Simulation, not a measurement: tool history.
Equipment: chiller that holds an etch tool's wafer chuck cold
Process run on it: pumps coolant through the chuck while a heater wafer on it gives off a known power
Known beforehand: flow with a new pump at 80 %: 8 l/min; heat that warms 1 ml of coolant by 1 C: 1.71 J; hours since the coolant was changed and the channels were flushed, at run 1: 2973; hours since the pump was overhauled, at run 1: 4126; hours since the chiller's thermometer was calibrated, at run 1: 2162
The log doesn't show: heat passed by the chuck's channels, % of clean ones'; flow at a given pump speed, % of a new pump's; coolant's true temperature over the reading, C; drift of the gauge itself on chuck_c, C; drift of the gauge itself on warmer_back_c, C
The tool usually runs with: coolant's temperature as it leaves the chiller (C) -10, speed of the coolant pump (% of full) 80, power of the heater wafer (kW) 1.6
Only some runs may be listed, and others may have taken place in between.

run,hour,coolant's temperature as it leaves the chiller (C),speed of the coolant pump (% of full),power of the heater wafer (kW),hours since the coolant was changed and the channels were flushed,hours since the pump was overhauled,hours since the chiller's thermometer was calibrated,chuck's temperature once it has settled (C),how much warmer the coolant comes back (C)
1,0,-10,80,1.6,2973,4126,2162,4.9,7.2
2,86.4,-10,80,1.6,3059,4213,2248,4.7,7.17
3,162,-10,80,1.6,3135,4288,2324,4.9,7.29
4,241.6,-8,80,1.6,3214,4368,2403,6.8,7.23
5,308.7,-10,63,1.6,3281,4435,2471,7.4,9.1
6,365.1,-10,63,1.6,3338,4491,2527,7.5,9.03
7,419.3,-10,84,1.6,3392,4545,2581,4.6,6.98
8,474.5,-10,84,1.6,3447,4601,2636,4.7,6.9
9,527.7,-10,84,1.6,3500,4654,2690,4.6,6.91
10,600.9,-16,84,1.716,3574,4727,2763,-0.4,7.4
11,651.4,-20,84,2.242,3624,4778,2813,0.3,9.68
12,695.6,-20,84,2.242,3668,4822,2857,0.5,9.64

Branching from run 12: 3 alternative next runs. What would each branch give?
# hour 709.4: chiller's thermometer calibrated
A,749.1,-18,80,2.267,3721,4874,40,?,?
# hour 709.4: chiller's thermometer calibrated
B,749.1,-6,94,1.6,3721,4874,40,?,?
# hour 709.4: chiller's thermometer calibrated
C,749.1,-9,89,1.556,3721,4874,40,?,?

run,chuck's temperature once it has settled (C),how much warmer the coolant comes back (C)
A,3,10.25
B,7.4,6.25
C,4.6,6.4
With the hidden condition removed and each run's random variation left untouched, the same runs would have given:
run,chuck's temperature once it has settled (C),how much warmer the coolant comes back (C)
A,2,9.91
B,6.8,6.04
C,3.9,6.18

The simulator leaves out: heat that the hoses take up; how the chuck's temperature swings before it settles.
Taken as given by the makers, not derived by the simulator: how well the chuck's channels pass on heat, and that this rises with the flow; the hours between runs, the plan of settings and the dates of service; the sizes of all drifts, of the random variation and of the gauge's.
